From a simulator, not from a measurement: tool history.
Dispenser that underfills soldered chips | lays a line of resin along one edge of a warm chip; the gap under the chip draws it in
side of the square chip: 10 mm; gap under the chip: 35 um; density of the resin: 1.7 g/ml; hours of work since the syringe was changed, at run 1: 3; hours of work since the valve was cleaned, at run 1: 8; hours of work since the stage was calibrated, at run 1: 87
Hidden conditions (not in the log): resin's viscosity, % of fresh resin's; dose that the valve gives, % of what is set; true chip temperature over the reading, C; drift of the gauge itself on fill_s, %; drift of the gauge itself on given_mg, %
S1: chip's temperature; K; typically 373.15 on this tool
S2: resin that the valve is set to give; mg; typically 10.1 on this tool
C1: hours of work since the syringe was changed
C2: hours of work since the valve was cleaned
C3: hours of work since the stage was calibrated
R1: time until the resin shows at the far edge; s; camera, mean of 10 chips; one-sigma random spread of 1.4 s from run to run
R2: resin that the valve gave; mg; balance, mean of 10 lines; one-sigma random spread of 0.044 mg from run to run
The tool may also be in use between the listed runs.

Run 1, hour 0: usual settings; C1 3; C2 8; C3 87. Result: R1 165.8 s, R2 10.03 mg.
Run 2, hour 7.3: usual settings; C1 8; C2 14; C3 92. Result: R1 269.6 s, R2 9.98 mg.
At hour 12.9: new syringe of resin.
Run 3, hour 15.1: usual settings; C1 2; C2 20; C3 98. Result: R1 151.7 s, R2 10.03 mg.
Run 4, hour 18.7: usual settings but S1 362.15 K; C1 4; C2 22; C3 101. Result: R1 295.7 s, R2 9.89 mg.
Run 5, hour 22.6: usual settings; C1 7; C2 25; C3 104. Result: R1 253.3 s, R2 9.93 mg.
At hour 28.9: new syringe of resin.
Run 6, hour 30.6: usual settings; C1 1; C2 31; C3 110. Result: R1 145.4 s, R2 9.89 mg.
Run 7, hour 35.4: usual settings; C1 5; C2 35; C3 113. Result: R1 203.2 s, R2 9.88 mg.
Run 8, hour 40.2: usual settings; C1 9; C2 38; C3 117. Result: R1 287.7 s, R2 9.88 mg.
Run 9, hour 43.8: usual settings; C1 11; C2 41; C3 120. Result: R1 367.2 s, R2 9.8 mg.
At hour 44.9: new syringe of resin.
Run 10, hour 48.6: usual settings; C1 3; C2 45; C3 123. Result: R1 169.2 s, R2 9.8 mg.
Run 11, hour 53.4: usual settings; C1 6; C2 48; C3 127. Result: R1 231.8 s, R2 9.71 mg.
At hour 60.9: new syringe of resin.
Run 12, hour 60.9: usual settings; C1 0; C2 54; C3 132. Result: R1 130.7 s, R2 9.61 mg.
Run 13, hour 68.5: usual settings; C1 6; C2 60; C3 138. Result: R1 218.8 s, R2 9.62 mg.
Run 14, hour 73: usual settings but S2 9.8 mg; C1 9; C2 63; C3 141. Result: R1 298.6 s, R2 9.28 mg.
At hour 76.7: new syringe of resin.
Run 15, hour 78.1: usual settings but S2 9.8 mg; C1 1; C2 67; C3 145. Result: R1 143.7 s, R2 9.25 mg.
Run 16, hour 83.6: usual settings but S2 9.8 mg; C1 5; C2 71; C3 149. Result: R1 208.3 s, R2 9.26 mg.
Run 17, hour 89.5: usual settings but S2 9.8 mg; C1 10; C2 75; C3 154. Result: R1 310.1 s, R2 9.28 mg.
At hour 92.8: new syringe of resin.
Run 18, hour 95.9: usual settings; C1 2; C2 80; C3 158. Result: R1 163.3 s, R2 9.48 mg.
Run 19, hour 100.5: usual settings but S1 382.15 K, S2 12.7 mg; C1 6; C2 83; C3 162. Result: R1 155.3 s, R2 11.75 mg.
Run 20, hour 107.2: usual settings but S1 361.15 K, S2 12.7 mg; C1 11; C2 88; C3 167. Result: R1 567.5 s, R2 11.75 mg.
At hour 109: new syringe of resin.
Run 21, hour 114.4: usual settings but S1 361.15 K, S2 12.7 mg; C1 4; C2 94; C3 172. Result: R1 303.5 s, R2 11.84 mg.
Run 22, hour 120.6: usual settings but S1 363.15 K, S2 10.9 mg; C1 9; C2 98; C3 177. Result: R1 434.3 s, R2 10.06 mg.
At hour 125: new syringe of resin.
Run 23, hour 126.7: usual settings but S1 363.15 K, S2 10.9 mg; C1 1; C2 103; C3 181. Result: R1 215.7 s, R2 10.07 mg.
Run 24, hour 130.1: usual settings but S1 363.15 K, S2 10.9 mg; C1 4; C2 105; C3 184. Result: R1 262.3 s, R2 10.03 mg.
Run 25, hour 135.5: usual settings but S1 363.15 K, S2 10.9 mg; C1 8; C2 109; C3 188. Result: R1 384.7 s, R2 9.95 mg.
Run 26, hour 139.7: usual settings but S1 386.15 K, S2 9 mg; C1 11; C2 113; C3 191. Result: R1 211.5 s, R2 8.26 mg.
At hour 141.1: new syringe of resin.
Run 27, hour 144.5: usual settings but S2 11 mg; C1 3; C2 116; C3 194. Result: R1 158.9 s, R2 10.02 mg.
Run 28, hour 151.6: usual settings but S2 11 mg; C1 8; C2 121; C3 200. Result: R1 262.6 s, R2 9.89 mg.
Run 29, hour 155.6: usual settings but S1 384.15 K, S2 13.1 mg; C1 11; C2 124; C3 203. Result: R1 220.8 s, R2 11.83 mg.
At hour 157.3: new syringe of resin.
At hour 162.5: dispensing valve cleaned and set on the balance.
Run 30, hour 164.5: usual settings but S1 382.15 K, S2 12.4 mg; C1 5; C2 2; C3 209. Result: R1 133.6 s, R2 12.32 mg.
Run 31, hour 171.5: usual settings but S1 378.15 K, S2 10.3 mg; C1 10; C2 7; C3 214. Result: R1 254.9 s, R2 10.27 mg.
At hour 174.2: new syringe of resin.
Run 32, hour 178.4: usual settings but S1 364.15 K; C1 3; C2 12; C3 219. Result: R1 247.4 s, R2 10.01 mg.
Run 33, hour 181.6: usual settings but S1 375.15 K, S2 12.3 mg; C1 6; C2 14; C3 221. Result: R1 197.6 s, R2 12.15 mg.
Run 34, hour 185.2: usual settings but S1 375.15 K, S2 12.3 mg; C1 8; C2 17; C3 224. Result: R1 246.4 s, R2 12.09 mg.
Run 35, hour 189.6: usual settings but S2 12.8 mg; C1 12; C2 20; C3 227. Result: R1 365.6 s, R2 12.66 mg.

Results for each run, recomputed without the tool's hidden state and with each run's random variation untouched:
run     R1     R2
  1  133.5  10.09
  2  132.2  10.08
  3    134  10.18
  4  203.9  10.06
  5  134.1  10.12
  6  129.8  10.13
  7  130.8  10.14
  8  133.4  10.18
  9  133.3  10.11
 10  132.9  10.14
 11  132.1  10.08
 12    133  10.02
 13  132.1  10.07
 14  133.2   9.75
 15  132.1   9.75
 16    132   9.79
 17    131   9.84
 18  133.9  10.09
 19     93  12.55
 20  217.2  12.61
 21  217.1  12.75
 22  202.1  10.88
 23  202.6  10.93
 24  196.2   10.9
 25  198.9  10.85
 26   80.5   9.03
 27  130.7  10.99
 28  133.4   10.9
 29   85.8  13.07
 30   92.1  12.34
 31  109.6  10.33
 32  193.1   10.1
 33  123.2  12.29
 34  120.4  12.25
 35  132.6  12.86

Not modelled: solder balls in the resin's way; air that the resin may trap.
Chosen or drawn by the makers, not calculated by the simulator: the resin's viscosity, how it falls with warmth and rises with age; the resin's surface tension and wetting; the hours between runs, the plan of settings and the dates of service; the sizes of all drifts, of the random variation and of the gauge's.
